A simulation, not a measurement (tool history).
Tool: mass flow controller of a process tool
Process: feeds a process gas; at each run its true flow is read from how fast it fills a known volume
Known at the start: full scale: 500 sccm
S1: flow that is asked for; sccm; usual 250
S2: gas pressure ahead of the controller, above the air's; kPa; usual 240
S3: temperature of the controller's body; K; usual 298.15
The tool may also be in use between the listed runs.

Run 1, hour 0.0: usual settings. Result: true flow (%) 104.15.
Run 2, hour 302.5: usual settings. Result: true flow (%) 104.17.
Run 3, hour 478.2: usual settings. Result: true flow (%) 104.32.
At hour 554.3: controller exchanged for a calibrated one.
Run 4, hour 788.3: usual settings. Result: true flow (%) 99.61.
Run 5, hour 1038.1: usual settings. Result: true flow (%) 99.94.
Run 6, hour 1249.5: usual settings. Result: true flow (%) 99.97.
Run 7, hour 1470.8: usual settings. Result: true flow (%) 100.14.
Run 8, hour 1771.6: usual settings but S1 334 sccm. Result: true flow (%) 100.36.
Run 9, hour 1957.3: usual settings but S2 235 kPa. Result: true flow (%) 100.20.
Run 10, hour 2279.0: usual settings but S2 235 kPa. Result: true flow (%) 100.51.
Run 11, hour 2530.1: usual settings but S2 235 kPa. Result: true flow (%) 100.55.
Run 12, hour 2715.5: usual settings but S2 235 kPa. Result: true flow (%) 100.68.
Run 13, hour 2887.9: usual settings but S3 302.15 K. Result: true flow (%) 101.01.
Run 14, hour 3068.2: usual settings but S2 175 kPa, S3 296.15 K. Result: true flow (%) 100.70.
Run 15, hour 3342.9: usual settings but S2 175 kPa, S3 296.15 K. Result: true flow (%) 100.63.
Run 16, hour 3642.4: usual settings but S1 110 sccm, S2 237 kPa, S3 296.15 K. Result: true flow (%) 101.10.
Run 17, hour 3950.2: usual settings but S1 110 sccm, S2 237 kPa, S3 296.15 K. Result: true flow (%) 101.24.
Run 18, hour 4087.2: usual settings but S1 160 sccm, S2 186 kPa, S3 295.15 K. Result: true flow (%) 100.97.
Run 19, hour 4243.6: usual settings but S1 160 sccm, S2 186 kPa, S3 295.15 K. Result: true flow (%) 101.00.
Run 20, hour 4458.3: usual settings but S1 160 sccm, S2 186 kPa, S3 295.15 K. Result: true flow (%) 101.17.
Run 21, hour 4669.0: usual settings but S1 113 sccm, S2 236 kPa, S3 295.15 K. Result: true flow (%) 101.56.
Run 22, hour 4908.5: usual settings but S1 71 sccm, S2 189 kPa, S3 295.15 K. Result: true flow (%) 101.79.
Run 23, hour 5241.3: usual settings but S1 86 sccm, S2 163 kPa, S3 295.15 K. Result: true flow (%) 101.75.
Run 24, hour 5546.2: usual settings but S1 105 sccm, S2 209 kPa, S3 306.15 K. Result: true flow (%) 102.53.
Run 25, hour 5739.5: usual settings but S1 105 sccm, S2 209 kPa, S3 306.15 K. Result: true flow (%) 102.49.

4 ways to go on from here, each from the tool as it stands after run 25. What would each give?
Run A, hour 5922.2: usual settings but S1 105 sccm, S2 219 kPa, S3 297.15 K. Result: true flow (%) ?.
Run B, hour 5922.2: usual settings but S1 105 sccm, S2 158 kPa. Result: true flow (%) ?.
Run C, hour 5922.2: usual settings but S1 104 sccm, S2 209 kPa, S3 306.15 K. Result: true flow (%) ?.
Run D, hour 5922.2: usual settings but S3 295.15 K. Result: true flow (%) ?.

run  true flow (%)
  A         102.31
  B         102.09
  C         102.60
  D         102.30
Without the tool's hidden state the same runs would have given:
run  true flow (%)
  A          99.23
  B          99.01
  C          99.52
  D          99.60
